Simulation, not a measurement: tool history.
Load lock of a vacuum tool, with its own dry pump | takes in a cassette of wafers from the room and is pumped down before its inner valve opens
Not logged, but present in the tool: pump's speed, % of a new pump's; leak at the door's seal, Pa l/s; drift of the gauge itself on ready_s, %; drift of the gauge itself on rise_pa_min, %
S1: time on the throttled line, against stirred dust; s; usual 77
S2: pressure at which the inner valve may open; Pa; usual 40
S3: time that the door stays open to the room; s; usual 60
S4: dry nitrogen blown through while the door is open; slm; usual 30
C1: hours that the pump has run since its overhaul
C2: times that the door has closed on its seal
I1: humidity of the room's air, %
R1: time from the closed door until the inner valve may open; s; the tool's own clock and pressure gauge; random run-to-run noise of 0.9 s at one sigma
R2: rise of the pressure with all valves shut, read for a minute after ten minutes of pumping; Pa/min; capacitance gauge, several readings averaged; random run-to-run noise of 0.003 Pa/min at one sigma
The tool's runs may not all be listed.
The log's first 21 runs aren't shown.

run 22 hour=10358.3 | S1=67 S2=31 S3=79 S4=29 | C1=10838 C2=5514 | I1=42.5 | R1=143.1 R2=0.054
run 23 hour=10908.8 | S1=45 S2=61 S3=41 S4=29 | C1=11389 C2=7888 | I1=45.4 | R1=119.2 R2=0.058
run 24 hour=11214.9 | S1=77 S2=40 S3=49 S4=30 | C1=11695 C2=9207 | I1=40 | R1=148.1 R2=0.065
run 25 hour=11784.6 | S1=110 S2=40 S3=49 S4=11 | C1=12265 C2=11664 | I1=40 | R1=171.7 R2=0.105
run 26 hour=12410.8 | S1=77 S2=46 S3=60 S4=30 | C1=12891 C2=14363 | I1=45.9 | R1=146.7 R2=0.114
run 27 hour=12941.9 | S1=38 S2=75 S3=67 S4=12 | C1=13422 C2=16653 | I1=46.2 | R1=112.9 R2=0.152
run 28 hour=13479.4 | S1=38 S2=30 S3=67 S4=12 | C1=13959 C2=18970 | I1=43.8 | R1=124.7 R2=0.171
run 29 hour=13848.6 | S1=77 S2=44 S3=115 S4=5 | C1=14329 C2=20562 | I1=47.9 | R1=147.5 R2=0.218
run 30 hour=14362.8 | S1=85 S2=74 S3=60 S4=33 | C1=14843 C2=22779 | I1=44.6 | R1=146.1 R2=0.191
-- hour=14785.3 door's seal changed, seat wiped
run 31 hour=14814.6 | S1=136 S2=38 S3=111 S4=12 | C1=15293 C2=126 | I1=46 | R1=191 R2=0.061
run 32 hour=15099.3 | S1=136 S2=41 S3=111 S4=12 | C1=15578 C2=1353 | I1=46.9 | R1=190.1 R2=0.067
run 33 hour=15370.8 | S1=77 S2=64 S3=167 S4=30 | C1=15849 C2=2523 | I1=47.4 | R1=143.4 R2=0.049

What does the tool deliver on the next run?
run 34 hour=15804 | S1=80 S2=34 S3=37 S4=21 | C1=16282 C2=4391 | I1=45.1 | R1=? R2=?

Run 34 came out at R1 153.9 s, R2 0.049 Pa/min.
Take away the tool's hidden state, keep the run-to-run variation as it was, and the same run would have given R1 144.9 s, R2 0.035 Pa/min.
